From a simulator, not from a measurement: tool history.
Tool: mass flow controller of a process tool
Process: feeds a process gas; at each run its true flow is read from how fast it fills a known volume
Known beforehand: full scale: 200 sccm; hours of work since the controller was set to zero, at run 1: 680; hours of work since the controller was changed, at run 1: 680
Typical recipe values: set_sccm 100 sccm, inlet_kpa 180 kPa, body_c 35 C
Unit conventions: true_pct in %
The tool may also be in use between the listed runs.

run	hour	set_sccm	inlet_kpa	body_c	hours of work since the controller was set to zero	hours of work since the controller was changed	true_pct
1	0.0	100	180	35	680	680	98.82
2	187.4	100	180	35	779	779	98.74
3	500.0	100	180	35	944	944	98.60
4	651.8	100	180	35	1024	1024	98.65
5	944.9	100	180	35	1178	1178	98.61
6	1189.0	100	187	35	1307	1307	98.45
7	1521.0	100	187	35	1482	1482	98.45
8	1842.8	100	187	35	1652	1652	98.29
9	2014.6	100	158	35	1742	1742	98.49
10	2158.5	100	158	35	1818	1818	98.33
11	2303.1	100	158	35	1894	1894	98.40
12	2640.4	188	180	35	2072	2072	99.26
13	2931.1	100	180	35	2225	2225	98.00
14	3123.8	100	180	35	2327	2327	98.08
15	3359.0	100	253	35	2451	2451	97.49
16	3659.3	100	253	35	2609	2609	97.36
17	3916.6	100	253	35	2745	2745	97.27
# hour 3937.1: controller's zero set anew
18	4236.4	100	253	35	158	2913	97.05
19	4572.1	100	253	35	335	3090	96.98
20	4758.2	100	253	25	433	3188	96.64
21	4906.1	100	253	25	511	3266	96.53
22	5198.7	100	253	25	665	3420	96.63
23	5511.9	100	180	35	830	3585	97.19
24	5739.4	100	180	35	950	3705	97.20
# hour 5835.0: controller's zero set anew, once more
25	6019.1	100	180	35	97	3852	97.74
26	6335.9	82	180	35	264	4019	97.42
27	6567.6	29	248	30	386	4141	95.86
28	6881.8	97	167	25	552	4307	97.21
29	7178.8	97	167	25	708	4463	97.08
30	7509.7	97	167	25	883	4638	97.01
31	7713.5	159	179	25	990	4745	97.78
32	7864.7	36	179	29	1070	4825	95.91
33	8143.9	111	168	35	1217	4972	97.46
34	8475.2	43	210	21	1392	5147	95.37
35	8806.0	94	143	34	1566	5321	97.14
36	8950.3	111	143	20	1642	5397	96.84
37	9183.1	32	186	35	1765	5520	95.40
38	9334.7	100	189	35	1844	5600	96.80
39	9657.1	100	189	35	2014	5770	96.75
40	9986.9	20	197	33	2188	5943	94.42
41	10266.2	20	197	33	2335	6091	94.22
42	10546.8	194	200	23	2483	6238	97.35
43	10799.4	194	200	23	2616	6372	97.40
44	11021.6	194	200	23	2734	6489	97.36
45	11265.8	32	262	33	2862	6617	94.12
46	11456.6	199	180	26	2963	6718	97.60
47	11646.6	199	194	26	3063	6818	97.52
48	11921.0	111	229	27	3208	6963	95.91
49	12253.1	111	229	27	3383	7138	95.81

Entry by entry between the runs, the difference in hidden state between the last listed run before and the first listed run after:
In the gap between runs 17 and 18: controller's zero set anew (hour 3937.1)
  flow at rest that the sensor doesn't see, % of full scale: -0.179 -> -0.277; true flow over the shown one, %: -1 -> -1.06
  measured less the result without the state, true_pct: -1.36 -> -1.62 %
In the gap between runs 24 and 25: controller's zero set anew, once more (hour 5835.0)
  flow at rest that the sensor doesn't see, % of full scale: -0.32 -> -0.031; true flow over the shown one, %: -1.34 -> -1.39
  measured less the result without the state, true_pct: -1.98 -> -1.45 %

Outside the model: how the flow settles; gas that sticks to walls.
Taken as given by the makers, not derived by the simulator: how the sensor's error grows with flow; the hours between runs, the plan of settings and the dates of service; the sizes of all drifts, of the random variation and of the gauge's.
